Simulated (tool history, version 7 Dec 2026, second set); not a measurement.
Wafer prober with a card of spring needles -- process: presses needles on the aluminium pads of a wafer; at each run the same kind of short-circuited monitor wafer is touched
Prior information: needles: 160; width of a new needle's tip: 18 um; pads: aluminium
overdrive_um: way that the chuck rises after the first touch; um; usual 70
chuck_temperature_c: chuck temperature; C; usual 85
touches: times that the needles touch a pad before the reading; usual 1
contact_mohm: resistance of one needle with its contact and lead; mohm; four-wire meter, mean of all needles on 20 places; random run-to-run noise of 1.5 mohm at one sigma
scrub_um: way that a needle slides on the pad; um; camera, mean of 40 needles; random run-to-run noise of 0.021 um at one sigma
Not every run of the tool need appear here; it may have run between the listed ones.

| run | hour | overdrive_um | chuck_temperature_c | touches | contact_mohm | scrub_um |
|---|---|---|---|---|---|---|
| 1 | 0 | 70 | 85 | 1 | 168 | 13.92 |
| 2 | 38.9 | 70 | 85 | 1 | 170 | 13.93 |
| 3 | 97.1 | 70 | 85 | 1 | 166 | 13.91 |
| 4 | 152.9 | 70 | 85 | 1 | 156 | 13.88 |
| 5 | 203.4 | 70 | 85 | 1 | 175 | 13.85 |
| 6 | 259.6 | 70 | 85 | 1 | 157 | 13.84 |
| 7 | 340.8 | 70 | 85 | 1 | 181 | 13.78 |
| 8 | 390.8 | 60 | 85 | 1 | 163 | 11.76 |
| 9 | 466.4 | 60 | 85 | 1 | 186 | 11.74 |
| 10 | 509.1 | 60 | 85 | 1 | 191 | 11.7 |
| 11 | 583.1 | 56 | 37 | 3 | 155 | 10.88 |
| 12 | 624.3 | 83 | 103 | 2 | 157 | 16.27 |
| 13 | 694.8 | 81 | 55 | 1 | 161 | 15.8 |
| 14 | 759.7 | 70 | 79 | 1 | 174 | 13.58 |
| 15 | 803.3 | 89 | 26 | 1 | 157 | 17.36 |
| 16 | 850.1 | 89 | 26 | 1 | 159 | 17.72 |
| 17 | 885.2 | 89 | 26 | 1 | 148 | 17.69 |
| 18 | 972.4 | 85 | 51 | 2 | 148 | 16.89 |

Not shown here: 48 entries made in the log between runs. Locate each between two listed runs and compare the hidden state at the listed run before it with the hidden state at the listed run after it:
From run 1 to run 2: tips cleaned on abrasive film (hour 8.3); tips cleaned on abrasive film (hour 29.4)
  debris on the tips, nm: 49.6 -> 47.6; way that the needles fall short of the set height, um: 0.12 -> 0.18; tips' diameter, um: 19.16 -> 19.18
  measured result minus the result with no hidden state, contact_mohm: +22 -> +21 mohm; scrub_um: -0.02 -> -0.04 um
From run 2 to run 3: tips cleaned on abrasive film (hour 48); tips cleaned on abrasive film (hour 70.2); tips cleaned on abrasive film (hour 90.9)
  debris on the tips, nm: 47.6 -> 40; way that the needles fall short of the set height, um: 0.18 -> 0.3; tips' diameter, um: 19.18 -> 19.22
  measured result minus the result with no hidden state, contact_mohm: +21 -> +18 mohm; scrub_um: -0.04 -> -0.06 um
From run 3 to run 4: tips cleaned on abrasive film (hour 110.7); tips cleaned on abrasive film (hour 129); tips cleaned on abrasive film (hour 150.9)
  debris on the tips, nm: 40 -> 18.4; way that the needles fall short of the set height, um: 0.3 -> 0.44; tips' diameter, um: 19.22 -> 19.27
  measured result minus the result with no hidden state, contact_mohm: +18 -> +9 mohm; scrub_um: -0.06 -> -0.08 um
From run 4 to run 5: tips cleaned on abrasive film (hour 170.6); tips cleaned on abrasive film (hour 192.7)
  debris on the tips, nm: 18.4 -> 58.1; way that the needles fall short of the set height, um: 0.44 -> 0.53; tips' diameter, um: 19.27 -> 19.3
  measured result minus the result with no hidden state, contact_mohm: +9 -> +27 mohm; scrub_um: -0.08 -> -0.1 um
From run 5 to run 6: tips cleaned on abrasive film (hour 211.6); tips cleaned on abrasive film (hour 233.9); tips cleaned on abrasive film (hour 256.3)
  debris on the tips, nm: 58.1 -> 22.5; way that the needles fall short of the set height, um: 0.53 -> 0.65; tips' diameter, um: 19.3 -> 19.35
  measured result minus the result with no hidden state, contact_mohm: +27 -> +11 mohm; scrub_um: -0.1 -> -0.13 um
From run 6 to run 7: tips cleaned on abrasive film (hour 277.7); tips cleaned on abrasive film (hour 299.9); tips cleaned on abrasive film (hour 322.7)
  debris on the tips, nm: 22.5 -> 75.5; way that the needles fall short of the set height, um: 0.65 -> 0.78; tips' diameter, um: 19.35 -> 19.39
  measured result minus the result with no hidden state, contact_mohm: +11 -> +35 mohm; scrub_um: -0.13 -> -0.15 um
From run 7 to run 8: tips cleaned on abrasive film (hour 345.4); tips cleaned on abrasive film (hour 367.9); tips cleaned on abrasive film (hour 388.6)
  debris on the tips, nm: 75.5 -> 17.6; way that the needles fall short of the set height, um: 0.78 -> 0.92; tips' diameter, um: 19.39 -> 19.44
  measured result minus the result with no hidden state, contact_mohm: +35 -> +12 mohm; scrub_um: -0.15 -> -0.18 um
From run 8 to run 9: tips cleaned on abrasive film (hour 409); tips cleaned on abrasive film (hour 431.4); tips cleaned on abrasive film (hour 453.1); height of the first contact set anew (hour 453.4)
  debris on the tips, nm: 17.6 -> 60.4; way that the needles fall short of the set height, um: 0.92 -> 1.24; tips' diameter, um: 19.44 -> 19.48
  measured result minus the result with no hidden state, contact_mohm: +12 -> +38 mohm; scrub_um: -0.18 -> -0.25 um
From run 9 to run 10: tips cleaned on abrasive film (hour 473.6); tips cleaned on abrasive film (hour 491.8)
  debris on the tips, nm: 60.4 -> 68.9; way that the needles fall short of the set height, um: 1.24 -> 1.33; tips' diameter, um: 19.48 -> 19.52
  measured result minus the result with no hidden state, contact_mohm: +38 -> +43 mohm; scrub_um: -0.25 -> -0.27 um
From run 10 to run 11: tips cleaned on abrasive film (hour 513.7); tips cleaned on abrasive film (hour 531.9); tips cleaned on abrasive film (hour 553.5); tips cleaned on abrasive film (hour 574.9)
  debris on the tips, nm: 68.9 -> 45.5; way that the needles fall short of the set height, um: 1.33 -> 1.49; tips' diameter, um: 19.52 -> 19.57
  measured result minus the result with no hidden state, contact_mohm: +43 -> +14 mohm; scrub_um: -0.27 -> -0.3 um
From run 11 to run 12: tips cleaned on abrasive film (hour 596.8); tips cleaned on abrasive film (hour 619)
  debris on the tips, nm: 45.5 -> 37.2; way that the needles fall short of the set height, um: 1.49 -> 1.59; tips' diameter, um: 19.57 -> 19.61
  measured result minus the result with no hidden state, contact_mohm: +14 -> +9 mohm; scrub_um: -0.3 -> -0.31 um
From run 12 to run 13: tips cleaned on abrasive film (hour 641.4); tips cleaned on abrasive film (hour 664); tips cleaned on abrasive film (hour 686.7)
  debris on the tips, nm: 37.2 -> 43.8; way that the needles fall short of the set height, um: 1.59 -> 1.74; tips' diameter, um: 19.61 -> 19.66
  measured result minus the result with no hidden state, contact_mohm: +9 -> +18 mohm; scrub_um: -0.31 -> -0.35 um
From run 13 to run 14: tips cleaned on abrasive film (hour 705.5); tips cleaned on abrasive film (hour 727.6); tips cleaned on abrasive film (hour 749.6)
  debris on the tips, nm: 43.8 -> 51.2; way that the needles fall short of the set height, um: 1.74 -> 1.86; tips' diameter, um: 19.66 -> 19.7
  measured result minus the result with no hidden state, contact_mohm: +18 -> +26 mohm; scrub_um: -0.35 -> -0.37 um
From run 14 to run 15: tips cleaned on abrasive film (hour 768.9); tips cleaned on abrasive film (hour 791)
  debris on the tips, nm: 51.2 -> 58.1; way that the needles fall short of the set height, um: 1.86 -> 1.96; tips' diameter, um: 19.7 -> 19.74
  measured result minus the result with no hidden state, contact_mohm: +26 -> +21 mohm; scrub_um: -0.37 -> -0.39 um
From run 15 to run 16: height of the first contact set anew, once more (hour 812.7); tips cleaned on abrasive film (hour 812.8); tips cleaned on abrasive film (hour 835)
  debris on the tips, nm: 58.1 -> 71.2; way that the needles fall short of the set height, um: 1.96 -> 0.08; tips' diameter, um: 19.74 -> 19.76
  measured result minus the result with no hidden state, contact_mohm: +21 -> +24 mohm; scrub_um: -0.39 -> -0.01 um
From run 16 to run 17: tips cleaned on abrasive film (hour 854.8); tips cleaned on abrasive film (hour 877.5)
  debris on the tips, nm: 71.2 -> 40.8; way that the needles fall short of the set height, um: 0.08 -> 0.16; tips' diameter, um: 19.76 -> 19.79
  measured result minus the result with no hidden state, contact_mohm: +24 -> +14 mohm; scrub_um: -0.01 -> -0.03 um
From run 17 to run 18: tips cleaned on abrasive film (hour 898.9); tips cleaned on abrasive film (hour 920.9); tips cleaned on abrasive film (hour 942.8); tips cleaned on abrasive film (hour 965)
  debris on the tips, nm: 40.8 -> 42.8; way that the needles fall short of the set height, um: 0.16 -> 0.34; tips' diameter, um: 19.79 -> 19.86
  measured result minus the result with no hidden state, contact_mohm: +14 -> +10 mohm; scrub_um: -0.03 -> -0.07 um

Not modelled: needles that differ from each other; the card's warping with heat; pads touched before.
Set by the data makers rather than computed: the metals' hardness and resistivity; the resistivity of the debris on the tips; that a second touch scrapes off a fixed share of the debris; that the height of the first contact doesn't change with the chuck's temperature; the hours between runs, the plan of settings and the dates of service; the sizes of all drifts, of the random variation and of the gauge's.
